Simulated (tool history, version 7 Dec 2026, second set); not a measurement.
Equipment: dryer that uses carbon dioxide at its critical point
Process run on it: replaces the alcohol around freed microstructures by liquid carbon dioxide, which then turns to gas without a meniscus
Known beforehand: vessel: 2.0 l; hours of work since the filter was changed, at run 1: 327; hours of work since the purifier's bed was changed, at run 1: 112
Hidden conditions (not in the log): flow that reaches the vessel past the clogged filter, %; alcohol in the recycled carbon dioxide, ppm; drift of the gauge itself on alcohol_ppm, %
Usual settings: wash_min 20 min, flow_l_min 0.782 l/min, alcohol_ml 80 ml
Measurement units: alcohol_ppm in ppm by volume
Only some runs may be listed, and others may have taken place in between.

run,hour,wash_min,flow_l_min,alcohol_ml,hours of work since the filter was changed,hours of work since the purifier's bed was changed,alcohol_ppm
1,0,20,0.782,80,327,112,108
2,31,20,0.782,80,347,132,120
3,52.9,20,0.782,80,362,147,135
# hour 69.4: inlet filter changed
4,92.6,20,0.782,80,15,172,98
5,114.2,20,0.782,80,29,187,92
6,138.2,20,0.782,80,45,202,103
7,160.9,20,0.782,80,60,217,93
8,187.4,18,0.782,80,78,235,161
9,209.7,24,0.782,80,92,249,66
10,236.1,24,0.782,80,110,267,52
11,255.2,17,0.782,80,122,279,225
12,292.5,17,0.782,80,147,304,232
13,308.2,17,0.782,80,157,314,232
14,337.7,20,0.782,26,177,334,79
15,361.9,20,0.536,34,192,349,304
16,386.7,25,1.163,33,209,366,66
17,407.5,20,1.28,80,222,379,62
18,424.3,32,1.28,66,234,391,60
19,442,30,0.563,26,245,402,84
20,472.1,17,0.55,61,265,422,861
21,489.4,17,0.51,61,276,433,1149
22,507.6,17,0.51,61,288,445,1083
23,530.3,14,0.761,61,303,460,539
24,565.2,14,0.761,61,326,483,561
25,600.6,26,0.761,22,350,507,83

Below are 4 alternative next runs, each starting from the tool's condition after run 25. Predict each:
# hour 633.9: inlet filter changed
A,634,20,0.562,80,0,528,?
# hour 633.9: inlet filter changed
B,634,24,1.002,41,0,528,?
# hour 633.9: inlet filter changed
C,634,30,0.475,51,0,528,?
# hour 633.9: inlet filter changed
D,634,19,0.537,75,0,528,?

run,alcohol_ppm
A,508
B,82
C,161
D,684
Without the tool's unlogged condition, the same runs would have read:
run,alcohol_ppm
A,410
B,7
C,79
D,580

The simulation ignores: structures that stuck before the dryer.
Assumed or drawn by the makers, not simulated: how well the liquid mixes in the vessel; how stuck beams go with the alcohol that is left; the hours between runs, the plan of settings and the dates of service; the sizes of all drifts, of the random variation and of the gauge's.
